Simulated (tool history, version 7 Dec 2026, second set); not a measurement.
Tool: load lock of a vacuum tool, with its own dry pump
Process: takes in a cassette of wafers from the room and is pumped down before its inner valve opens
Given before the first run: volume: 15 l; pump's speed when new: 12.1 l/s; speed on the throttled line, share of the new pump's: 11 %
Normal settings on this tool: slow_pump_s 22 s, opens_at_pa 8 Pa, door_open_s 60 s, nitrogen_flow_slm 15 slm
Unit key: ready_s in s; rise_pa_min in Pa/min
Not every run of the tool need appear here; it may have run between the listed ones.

| run | hour | slow_pump_s | opens_at_pa | door_open_s | nitrogen_flow_slm | incoming humidity of the room's air, % | ready_s | rise_pa_min |
|---|---|---|---|---|---|---|---|---|
| 1 | 0.0 | 22 | 8 | 60 | 15 | 44.8 | 32.9 | 0.041 |
| 2 | 78.7 | 22 | 8 | 60 | 15 | 43.1 | 33.1 | 0.042 |
| 3 | 153.6 | 22 | 8 | 60 | 15 | 45.0 | 33.1 | 0.054 |
| 4 | 215.6 | 22 | 8 | 60 | 15 | 43.2 | 33.1 | 0.047 |
| 5 | 299.3 | 22 | 8 | 60 | 19 | 45.6 | 33.2 | 0.048 |
| 6 | 350.8 | 22 | 8 | 60 | 19 | 44.7 | 32.9 | 0.048 |
| 7 | 436.3 | 22 | 8 | 60 | 6 | 44.0 | 33.1 | 0.059 |
| 8 | 501.9 | 22 | 8 | 60 | 6 | 47.5 | 33.1 | 0.059 |
| 9 | 550.9 | 22 | 8 | 60 | 6 | 46.4 | 33.3 | 0.059 |
| 10 | 654.4 | 22 | 8 | 60 | 6 | 43.0 | 33.2 | 0.059 |
| 11 | 735.1 | 38 | 8 | 92 | 6 | 40.4 | 47.4 | 0.068 |
| 12 | 782.9 | 43 | 8 | 60 | 4 | 45.4 | 51.3 | 0.067 |
| 13 | 829.0 | 43 | 9 | 186 | 4 | 45.7 | 51.0 | 0.114 |
| 14 | 883.9 | 23 | 8 | 186 | 4 | 48.9 | 34.1 | 0.117 |
| 15 | 981.3 | 37 | 9 | 82 | 8 | 46.9 | 45.8 | 0.078 |
| 16 | 1064.8 | 37 | 9 | 82 | 8 | 46.8 | 46.1 | 0.080 |
| 17 | 1121.3 | 12 | 8 | 104 | 15 | 45.9 | 24.4 | 0.070 |
| 18 | 1195.2 | 22 | 8 | 60 | 5 | 45.2 | 33.3 | 0.070 |
| 19 | 1292.4 | 15 | 14 | 228 | 8 | 45.1 | 26.4 | 0.120 |

Here are 5 independent what-if runs from the current tool condition. What would each one return?
| A | 1389.4 | 22 | 8 | 153 | 15 | 47.3 | ? | ? |
| B | 1389.4 | 15 | 11 | 228 | 8 | 43.8 | ? | ? |
| C | 1389.4 | 15 | 14 | 43 | 8 | 42.7 | ? | ? |
| D | 1389.4 | 17 | 14 | 47 | 8 | 47.3 | ? | ? |
| E | 1389.4 | 15 | 14 | 228 | 18 | 43.6 | ? | ? |

| run | ready_s | rise_pa_min |
|---|---|---|
| A | 33.1 | 0.096 |
| B | 26.8 | 0.126 |
| C | 26.2 | 0.058 |
| D | 28.2 | 0.066 |
| E | 26.2 | 0.101 |
With the hidden condition removed and each run's random variation left untouched, the same runs would have given:
| run | ready_s | rise_pa_min |
|---|---|---|
| A | 31.3 | 0.072 |
| B | 24.9 | 0.102 |
| C | 24.3 | 0.035 |
| D | 26.4 | 0.043 |
| E | 24.4 | 0.077 |
